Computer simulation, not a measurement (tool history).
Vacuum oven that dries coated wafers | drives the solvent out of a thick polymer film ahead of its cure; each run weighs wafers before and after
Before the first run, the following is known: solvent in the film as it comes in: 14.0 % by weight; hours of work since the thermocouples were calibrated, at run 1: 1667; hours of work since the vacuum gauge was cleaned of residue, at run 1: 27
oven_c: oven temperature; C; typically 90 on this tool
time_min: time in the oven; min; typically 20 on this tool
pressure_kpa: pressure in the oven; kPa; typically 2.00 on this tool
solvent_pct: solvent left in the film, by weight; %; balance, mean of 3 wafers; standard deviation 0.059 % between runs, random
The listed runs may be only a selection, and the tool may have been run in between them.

run,hour,oven_c,time_min,pressure_kpa,hours of work since the thermocouples were calibrated,hours of work since the vacuum gauge was cleaned of residue,solvent_pct
1,0.0,90,20,2.00,1667,27,2.08
2,10.0,90,20,2.00,1672,32,2.05
3,16.4,90,20,2.00,1676,36,2.12
4,28.5,90,20,2.00,1683,42,2.10
5,38.3,90,11,2.00,1688,48,4.29
6,51.8,103,20,2.00,1695,55,0.51
7,61.1,103,20,2.00,1700,60,0.55
8,69.6,96,20,2.00,1705,65,1.09
9,79.9,96,20,2.00,1710,70,1.06
10,89.7,96,20,2.00,1716,76,1.09
11,103.3,96,20,2.00,1723,83,1.14
12,110.9,96,20,2.00,1727,87,1.17
13,124.6,90,20,1.93,1735,95,2.14
14,136.2,90,20,1.93,1741,101,2.12
15,150.7,90,28,2.00,1749,109,1.33
16,159.6,90,15,2.00,1754,114,3.06
17,175.2,90,20,1.24,1762,122,1.96
# hour 178.6: oven's thermocouples calibrated
18,185.0,90,20,1.24,3,126,1.69
19,194.0,90,20,6.08,8,131,3.14
20,202.1,90,20,1.22,13,136,1.72
21,213.9,90,14,2.00,19,142,3.24
22,227.3,95,15,6.38,26,149,2.72
# hour 238.5: oven's thermocouples calibrated, once more
23,242.9,90,18,2.00,2,157,3.53
24,256.0,102,26,3.04,10,164,0.84
25,263.4,102,26,3.04,14,168,0.88
26,272.8,92,32,5.23,19,173,2.43

For run 27, what comes out?
27,288.0,92,32,5.23,27,181,?

Logged for run 27: solvent_pct 2.44 %.
The same run, on a tool lacking any hidden state, would have yielded solvent_pct 2.39 %.

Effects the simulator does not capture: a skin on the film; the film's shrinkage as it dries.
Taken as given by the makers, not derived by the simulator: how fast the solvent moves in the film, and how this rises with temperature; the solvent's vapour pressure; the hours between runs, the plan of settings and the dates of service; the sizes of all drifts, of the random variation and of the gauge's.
